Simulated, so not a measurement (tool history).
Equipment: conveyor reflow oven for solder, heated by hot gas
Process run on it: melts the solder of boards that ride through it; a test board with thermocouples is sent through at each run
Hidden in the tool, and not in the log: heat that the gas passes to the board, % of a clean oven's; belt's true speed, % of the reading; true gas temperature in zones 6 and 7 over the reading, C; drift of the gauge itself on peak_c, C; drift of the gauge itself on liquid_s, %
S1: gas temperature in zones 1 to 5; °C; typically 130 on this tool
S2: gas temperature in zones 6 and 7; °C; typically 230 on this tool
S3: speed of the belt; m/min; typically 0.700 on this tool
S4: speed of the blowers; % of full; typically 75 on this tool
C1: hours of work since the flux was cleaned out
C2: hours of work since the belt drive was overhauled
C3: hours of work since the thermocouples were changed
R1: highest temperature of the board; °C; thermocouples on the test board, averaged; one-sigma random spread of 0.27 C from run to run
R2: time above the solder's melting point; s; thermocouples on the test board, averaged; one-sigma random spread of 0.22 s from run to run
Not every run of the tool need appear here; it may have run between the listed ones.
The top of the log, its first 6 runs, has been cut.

run 7 hour=260.9 | S1=144 S2=230 S3=0.700 S4=75 | C1=148 C2=448 C3=404 | R1=214.4 R2=38.4
-- hour=327.8 flux residue cleaned out of gas plates and filters
run 8 hour=332.6 | S1=130 S2=230 S3=0.700 S4=84 | C1=2 C2=480 C3=437 | R1=215.2 R2=36.2
run 9 hour=370.9 | S1=130 S2=230 S3=0.700 S4=84 | C1=21 C2=499 C3=455 | R1=214.6 R2=36.0
run 10 hour=398.6 | S1=130 S2=230 S3=0.700 S4=84 | C1=34 C2=512 C3=469 | R1=214.8 R2=36.0
-- hour=407.8 belt drive overhauled, speed set with a stopwatch
run 11 hour=439.8 | S1=130 S2=244 S3=0.700 S4=75 | C1=52 C2=15 C3=487 | R1=225.3 R2=41.1
run 12 hour=496.1 | S1=130 S2=241 S3=0.700 S4=75 | C1=79 C2=43 C3=514 | R1=222.1 R2=39.6
run 13 hour=562.3 | S1=130 S2=230 S3=0.700 S4=75 | C1=112 C2=75 C3=546 | R1=212.0 R2=34.2
run 14 hour=620.3 | S1=130 S2=230 S3=0.700 S4=75 | C1=140 C2=103 C3=574 | R1=212.3 R2=34.4
run 15 hour=654.0 | S1=130 S2=230 S3=0.700 S4=75 | C1=156 C2=119 C3=590 | R1=212.1 R2=33.7
-- hour=667.7 belt drive overhauled, speed set with a stopwatch, once more
run 16 hour=691.7 | S1=134 S2=230 S3=0.700 S4=75 | C1=172 C2=12 C3=606 | R1=212.3 R2=33.9
-- hour=711.7 flux residue cleaned out of gas plates and filters
run 17 hour=747.5 | S1=139 S2=243 S3=0.795 S4=81 | C1=17 C2=36 C3=631 | R1=223.1 R2=36.8
run 18 hour=802.1 | S1=130 S2=227 S3=0.749 S4=75 | C1=44 C2=63 C3=657 | R1=208.2 R2=28.3
run 19 hour=864.8 | S1=130 S2=234 S3=0.749 S4=54 | C1=74 C2=93 C3=688 | R1=207.3 R2=26.6
run 20 hour=900.1 | S1=138 S2=241 S3=0.749 S4=54 | C1=91 C2=110 C3=705 | R1=214.3 R2=33.6
run 21 hour=944.4 | S1=123 S2=241 S3=0.597 S4=66 | C1=113 C2=131 C3=726 | R1=224.4 R2=45.1
run 22 hour=1009.0 | S1=123 S2=241 S3=0.597 S4=66 | C1=144 C2=163 C3=758 | R1=223.8 R2=45.8
run 23 hour=1073.2 | S1=123 S2=241 S3=0.597 S4=66 | C1=175 C2=194 C3=789 | R1=223.8 R2=45.7
-- hour=1085.3 flux residue cleaned out of gas plates and filters
run 24 hour=1127.6 | S1=145 S2=230 S3=0.700 S4=75 | C1=21 C2=218 C3=813 | R1=216.7 R2=40.2
-- hour=1151.4 thermocouples of zones 6 and 7 changed
run 25 hour=1185.2 | S1=129 S2=240 S3=0.704 S4=58 | C1=47 C2=245 C3=16 | R1=213.7 R2=33.7
run 26 hour=1233.3 | S1=129 S2=218 S3=0.704 S4=52 | C1=71 C2=268 C3=40 | R1=193.7 R2=16.1
run 27 hour=1273.6 | S1=129 S2=218 S3=0.704 S4=52 | C1=90 C2=287 C3=59 | R1=193.8 R2=16.2
run 28 hour=1339.8 | S1=122 S2=218 S3=0.704 S4=52 | C1=122 C2=319 C3=91 | R1=191.5 R2=12.5
run 29 hour=1402.4 | S1=130 S2=230 S3=0.596 S4=67 | C1=152 C2=350 C3=121 | R1=213.8 R2=41.3
-- hour=1462.6 flux residue cleaned out of gas plates and filters
run 30 hour=1469.7 | S1=130 S2=230 S3=0.596 S4=67 | C1=3 C2=380 C3=152 | R1=215.0 R2=42.4
run 31 hour=1502.8 | S1=130 S2=230 S3=0.596 S4=67 | C1=19 C2=396 C3=168 | R1=214.7 R2=42.5

What if the next run were any one of these 3? Each begins from the tool's condition after run 31:
run A hour=1554.6 | S1=130 S2=230 S3=0.700 S4=82 | C1=45 C2=421 C3=193 | R1=? R2=?
run B hour=1554.6 | S1=130 S2=230 S3=0.608 S4=59 | C1=45 C2=421 C3=193 | R1=? R2=?
run C hour=1554.6 | S1=130 S2=225 S3=0.829 S4=72 | C1=45 C2=421 C3=193 | R1=? R2=?

run=A R1=212.8 R2=34.5
run=B R1=212.1 R2=39.3
run=C R1=200.3 R2=20.3
With the hidden condition removed and each run's random variation left untouched, the same runs would have given:
run=A R1=213.0 R2=34.4
run=B R1=212.2 R2=39.2
run=C R1=200.6 R2=20.4

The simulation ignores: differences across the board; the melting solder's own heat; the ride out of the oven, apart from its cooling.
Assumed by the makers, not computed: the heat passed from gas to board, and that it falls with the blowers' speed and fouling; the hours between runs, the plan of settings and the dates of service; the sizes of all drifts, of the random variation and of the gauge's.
